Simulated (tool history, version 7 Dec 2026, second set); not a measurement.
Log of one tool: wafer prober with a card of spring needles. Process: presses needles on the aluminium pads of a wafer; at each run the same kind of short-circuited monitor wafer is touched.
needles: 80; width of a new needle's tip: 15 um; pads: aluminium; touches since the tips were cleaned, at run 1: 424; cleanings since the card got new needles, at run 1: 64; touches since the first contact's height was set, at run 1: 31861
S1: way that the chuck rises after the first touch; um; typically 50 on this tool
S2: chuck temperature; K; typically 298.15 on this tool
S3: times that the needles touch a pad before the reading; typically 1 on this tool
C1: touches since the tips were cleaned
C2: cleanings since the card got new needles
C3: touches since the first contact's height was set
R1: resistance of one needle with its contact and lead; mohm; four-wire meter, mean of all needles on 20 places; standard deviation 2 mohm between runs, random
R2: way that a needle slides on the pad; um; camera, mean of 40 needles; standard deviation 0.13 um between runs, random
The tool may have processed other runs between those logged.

run 1 day=0 | S1=50 S2=298.15 S3=1 | C1=424 C2=64 C3=31861 | R1=223 R2=10.52
-- day=0.088 tips cleaned on abrasive film
-- day=0.225 tips cleaned on abrasive film
-- day=0.362 tips cleaned on abrasive film
-- day=0.504 tips cleaned on abrasive film
-- day=0.617 tips cleaned on abrasive film
-- day=0.754 tips cleaned on abrasive film
-- day=0.896 tips cleaned on abrasive film
-- day=1.008 tips cleaned on abrasive film
-- day=1.146 tips cleaned on abrasive film
-- day=1.288 tips cleaned on abrasive film
-- day=1.425 tips cleaned on abrasive film
-- day=1.567 tips cleaned on abrasive film
-- day=1.704 tips cleaned on abrasive film
-- day=1.842 tips cleaned on abrasive film
-- day=1.954 tips cleaned on abrasive film
run 2 day=1.958 | S1=50 S2=298.15 S3=3 | C1=27 C2=79 C3=60108 | R1=220 R2=10.5
-- day=2.071 tips cleaned on abrasive film
-- day=2.208 tips cleaned on abrasive film
-- day=2.35 tips cleaned on abrasive film
-- day=2.462 tips cleaned on abrasive film
-- day=2.6 tips cleaned on abrasive film
-- day=2.742 tips cleaned on abrasive film
-- day=2.854 tips cleaned on abrasive film
-- day=2.992 tips cleaned on abrasive film
-- day=3.133 tips cleaned on abrasive film
-- day=3.271 tips cleaned on abrasive film
-- day=3.408 tips cleaned on abrasive film
-- day=3.521 tips cleaned on abrasive film
-- day=3.662 tips cleaned on abrasive film
run 3 day=3.717 | S1=59 S2=298.15 S3=1 | C1=833 C2=92 C3=85538 | R1=222 R2=12.52
-- day=3.775 tips cleaned on abrasive film
-- day=3.917 tips cleaned on abrasive film
-- day=4.054 tips cleaned on abrasive film
-- day=4.196 tips cleaned on abrasive film
-- day=4.208 height of the first contact set anew
-- day=4.346 tips cleaned on abrasive film
-- day=4.483 tips cleaned on abrasive film
-- day=4.625 tips cleaned on abrasive film
-- day=4.762 tips cleaned on abrasive film
-- day=4.904 tips cleaned on abrasive film
-- day=5.017 tips cleaned on abrasive film
-- day=5.154 tips cleaned on abrasive film
-- day=5.296 tips cleaned on abrasive film
run 4 day=5.371 | S1=59 S2=298.15 S3=1 | C1=1158 C2=104 C3=16877 | R1=221 R2=12.57
-- day=5.429 tips cleaned on abrasive film
-- day=5.571 tips cleaned on abrasive film
-- day=5.708 tips cleaned on abrasive film
-- day=5.85 tips cleaned on abrasive film
-- day=5.988 tips cleaned on abrasive film
-- day=6.129 tips cleaned on abrasive film
-- day=6.238 tips cleaned on abrasive film
-- day=6.379 tips cleaned on abrasive film
-- day=6.517 tips cleaned on abrasive film
-- day=6.658 tips cleaned on abrasive film
-- day=6.796 tips cleaned on abrasive film
-- day=6.938 tips cleaned on abrasive film
-- day=7.075 tips cleaned on abrasive film
-- day=7.217 tips cleaned on abrasive film
-- day=7.354 tips cleaned on abrasive film
-- day=7.496 tips cleaned on abrasive film
-- day=7.633 tips cleaned on abrasive film
run 5 day=7.683 | S1=59 S2=298.15 S3=1 | C1=751 C2=121 C3=50275 | R1=217 R2=12.51
-- day=7.771 tips cleaned on abrasive film
-- day=7.908 tips cleaned on abrasive film
-- day=8.046 tips cleaned on abrasive film
-- day=8.188 tips cleaned on abrasive film
-- day=8.325 tips cleaned on abrasive film
-- day=8.467 tips cleaned on abrasive film
-- day=8.604 tips cleaned on abrasive film
-- day=8.746 tips cleaned on abrasive film
-- day=8.883 tips cleaned on abrasive film
run 6 day=8.933 | S1=50 S2=298.15 S3=1 | C1=709 C2=130 C3=68315 | R1=219 R2=10.81
-- day=9.017 tips cleaned on abrasive film
-- day=9.154 tips cleaned on abrasive film
-- day=9.296 tips cleaned on abrasive film
-- day=9.433 tips cleaned on abrasive film
-- day=9.546 tips cleaned on abrasive film
-- day=9.688 tips cleaned on abrasive film
-- day=9.825 tips cleaned on abrasive film
-- day=9.967 tips cleaned on abrasive film
-- day=10.104 tips cleaned on abrasive film
-- day=10.246 tips cleaned on abrasive film
-- day=10.383 tips cleaned on abrasive film
run 7 day=10.438 | S1=50 S2=298.15 S3=1 | C1=822 C2=141 C3=90095 | R1=219 R2=10.67
-- day=10.496 tips cleaned on abrasive film
-- day=10.617 height of the first contact set anew
-- day=10.65 tips cleaned on abrasive film
-- day=10.788 tips cleaned on abrasive film
-- day=10.925 tips cleaned on abrasive film
-- day=11.067 tips cleaned on abrasive film
-- day=11.204 tips cleaned on abrasive film
-- day=11.346 tips cleaned on abrasive film
-- day=11.458 tips cleaned on abrasive film
-- day=11.596 tips cleaned on abrasive film
-- day=11.738 tips cleaned on abrasive film
-- day=11.875 tips cleaned on abrasive film
-- day=12.017 tips cleaned on abrasive film
-- day=12.154 tips cleaned on abrasive film
-- day=12.292 tips cleaned on abrasive film
-- day=12.417 tips cleaned on abrasive film
run 8 day=12.417 | S1=50 S2=298.15 S3=1 | C1=0 C2=156 C3=25974 | R1=217 R2=10.88
-- day=12.558 tips cleaned on abrasive film
-- day=12.671 tips cleaned on abrasive film
-- day=12.808 tips cleaned on abrasive film
-- day=12.95 tips cleaned on abrasive film
-- day=13.062 tips cleaned on abrasive film
-- day=13.2 tips cleaned on abrasive film
-- day=13.338 tips cleaned on abrasive film
-- day=13.479 tips cleaned on abrasive film
-- day=13.617 tips cleaned on abrasive film
run 9 day=13.667 | S1=50 S2=298.15 S3=1 | C1=721 C2=165 C3=44026 | R1=218 R2=10.45

Estimate the outcome of run 10 from the log above:
-- day=13.75 tips cleaned on abrasive film
-- day=13.892 tips cleaned on abrasive film
-- day=14.029 tips cleaned on abrasive film
-- day=14.142 tips cleaned on abrasive film
-- day=14.283 tips cleaned on abrasive film
-- day=14.421 tips cleaned on abrasive film
-- day=14.533 tips cleaned on abrasive film
-- day=14.675 tips cleaned on abrasive film
-- day=14.788 tips cleaned on abrasive film
-- day=14.925 tips cleaned on abrasive film
-- day=15.062 tips cleaned on abrasive film
-- day=15.204 tips cleaned on abrasive film
-- day=15.317 tips cleaned on abrasive film
run 10 day=15.346 | S1=49 S2=299.15 S3=3 | C1=442 C2=178 C3=68249 | R1=? R2=?

{"run 10": {"R1": 222, "R2": 10.29}}
Without the tool's hidden state the same run would have given R1 222 mohm, R2 10.31 um.
